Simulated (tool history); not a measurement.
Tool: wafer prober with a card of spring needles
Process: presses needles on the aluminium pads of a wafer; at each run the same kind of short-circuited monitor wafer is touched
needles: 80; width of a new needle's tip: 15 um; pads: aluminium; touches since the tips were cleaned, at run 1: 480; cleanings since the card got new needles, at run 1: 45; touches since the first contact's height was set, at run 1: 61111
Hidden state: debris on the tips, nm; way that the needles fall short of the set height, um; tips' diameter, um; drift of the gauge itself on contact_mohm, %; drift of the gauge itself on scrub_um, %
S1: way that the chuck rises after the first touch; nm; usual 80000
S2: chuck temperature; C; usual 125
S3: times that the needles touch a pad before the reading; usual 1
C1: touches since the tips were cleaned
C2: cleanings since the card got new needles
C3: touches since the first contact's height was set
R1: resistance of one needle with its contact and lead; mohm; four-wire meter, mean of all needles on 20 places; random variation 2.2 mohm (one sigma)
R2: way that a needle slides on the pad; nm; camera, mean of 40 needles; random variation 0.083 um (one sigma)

Run 1, hour 0.0: usual settings; C1 480; C2 45; C3 61111. Result: R1 252 mohm, R2 20170 nm.
At hour 9.4: tips cleaned on abrasive film.
At hour 20.7: tips cleaned on abrasive film.
Run 2, hour 20.7: usual settings but S2 36 C; C1 0; C2 47; C3 67018. Result: R1 226 mohm, R2 20090 nm.
At hour 30.7: tips cleaned on abrasive film.
At hour 40.3: tips cleaned on abrasive film.
Run 3, hour 40.3: usual settings but S2 31 C; C1 0; C2 49; C3 72594. Result: R1 224 mohm, R2 20390 nm.
At hour 50.4: tips cleaned on abrasive film.
Run 4, hour 56.3: usual settings; C1 1707; C2 50; C3 77178. Result: R1 248 mohm, R2 20270 nm.
At hour 60.2: tips cleaned on abrasive film.
At hour 71.1: tips cleaned on abrasive film.
Run 5, hour 71.7: usual settings; C1 171; C2 52; C3 81546. Result: R1 246 mohm, R2 20380 nm.
At hour 76.3: height of the first contact set anew.
At hour 82.1: tips cleaned on abrasive film.
At hour 92.1: tips cleaned on abrasive film.
Run 6, hour 95.7: usual settings but S1 73000 nm; C1 1043; C2 54; C3 5546. Result: R1 253 mohm, R2 18390 nm.
At hour 102.1: tips cleaned on abrasive film.
At hour 112.4: tips cleaned on abrasive film.
Run 7, hour 114.3: usual settings but S1 73000 nm; C1 550; C2 56; C3 10825. Result: R1 253 mohm, R2 18570 nm.
At hour 122.8: tips cleaned on abrasive film.
At hour 132.4: tips cleaned on abrasive film.
Run 8, hour 135.8: usual settings but S1 73000 nm; C1 986; C2 58; C3 16957. Result: R1 247 mohm, R2 18570 nm.
At hour 143.1: tips cleaned on abrasive film.
At hour 152.7: tips cleaned on abrasive film.
Run 9, hour 161.3: usual settings but S1 73000 nm; C1 2477; C2 60; C3 24238. Result: R1 254 mohm, R2 18560 nm.
At hour 162.7: tips cleaned on abrasive film.
At hour 173.2: tips cleaned on abrasive film.
Run 10, hour 178.1: usual settings; C1 1427; C2 62; C3 29033. Result: R1 254 mohm, R2 20230 nm.
At hour 182.8: tips cleaned on abrasive film.
At hour 192.9: tips cleaned on abrasive film.
Run 11, hour 199.1: usual settings; C1 1800; C2 64; C3 35018. Result: R1 250 mohm, R2 20350 nm.
At hour 203.2: tips cleaned on abrasive film.
At hour 213.7: tips cleaned on abrasive film.
Run 12, hour 220.4: usual settings; C1 1913; C2 66; C3 41066. Result: R1 251 mohm, R2 20320 nm.
At hour 224.7: tips cleaned on abrasive film.
At hour 234.1: tips cleaned on abrasive film.
Run 13, hour 235.2: usual settings; C1 299; C2 68; C3 45272. Result: R1 251 mohm, R2 20230 nm.
At hour 243.7: tips cleaned on abrasive film.
At hour 254.5: tips cleaned on abrasive film.
Run 14, hour 262.3: usual settings; C1 2247; C2 70; C3 53016. Result: R1 251 mohm, R2 20470 nm.
At hour 264.7: tips cleaned on abrasive film.
At hour 275.1: tips cleaned on abrasive film.
Run 15, hour 279.9: usual settings; C1 1379; C2 72; C3 58035. Result: R1 248 mohm, R2 20320 nm.
At hour 285.1: tips cleaned on abrasive film.
Run 16, hour 291.7: usual settings but S1 96000 nm, S2 106 C, S3 2; C1 1890; C2 73; C3 61396. Result: R1 240 mohm, R2 24150 nm.
At hour 296.1: tips cleaned on abrasive film.
Run 17, hour 304.4: usual settings but S1 96000 nm, S2 106 C, S3 2; C1 2372; C2 74; C3 65018. Result: R1 239 mohm, R2 24360 nm.
At hour 305.8: tips cleaned on abrasive film.
At hour 316.2: tips cleaned on abrasive film.
At hour 327.0: tips cleaned on abrasive film.
Run 18, hour 330.2: usual settings but S1 63000 nm; C1 909; C2 77; C3 72358. Result: R1 255 mohm, R2 15840 nm.
At hour 336.4: tips cleaned on abrasive film.
At hour 346.2: tips cleaned on abrasive film.
Run 19, hour 346.2: usual settings but S1 70000 nm, S3 2; C1 0; C2 79; C3 76926. Result: R1 249 mohm, R2 17520 nm.
At hour 357.6: tips cleaned on abrasive film.
Run 20, hour 359.8: usual settings but S1 70000 nm; C1 652; C2 80; C3 80804. Result: R1 252 mohm, R2 17630 nm.
At hour 365.2: height of the first contact set anew.
At hour 367.2: tips cleaned on abrasive film.
Run 21, hour 375.7: usual settings but S1 61000 nm, S2 29 C, S3 2; C1 2457; C2 81; C3 3005. Result: R1 230 mohm, R2 15450 nm.
At hour 377.6: tips cleaned on abrasive film.
At hour 387.4: tips cleaned on abrasive film.
At hour 396.8: tips cleaned on abrasive film.
Run 22, hour 402.5: usual settings but S1 70000 nm, S2 50 C, S3 3; C1 1652; C2 84; C3 10623. Result: R1 232 mohm, R2 17660 nm.
At hour 406.8: tips cleaned on abrasive film.
Run 23, hour 415.6: usual settings but S1 70000 nm, S2 73 C, S3 3; C1 2535; C2 85; C3 14370. Result: R1 238 mohm, R2 17670 nm.
At hour 417.7: tips cleaned on abrasive film.
At hour 427.9: tips cleaned on abrasive film.
Run 24, hour 431.7: usual settings but S1 70000 nm, S2 73 C, S3 3; C1 1067; C2 87; C3 18929. Result: R1 240 mohm, R2 17760 nm.
At hour 438.3: tips cleaned on abrasive film.
At hour 449.5: tips cleaned on abrasive film.
Run 25, hour 454.0: usual settings but S1 70000 nm, S2 76 C; C1 1292; C2 89; C3 25300. Result: R1 238 mohm, R2 17820 nm.

The next listed run, before its measurement:
At hour 461.0: tips cleaned on abrasive film.
At hour 470.8: tips cleaned on abrasive film.
At hour 481.0: tips cleaned on abrasive film.
Run 26, hour 481.5: usual settings but S1 76000 nm, S2 106 C; C1 153; C2 92; C3 33129. Result: R1 ?, R2 ?.

{"run 26": {"R1": 247, "R2": 19170}}
Without the tool's hidden state the same run would have given R1 247 mohm, R2 19180 nm.
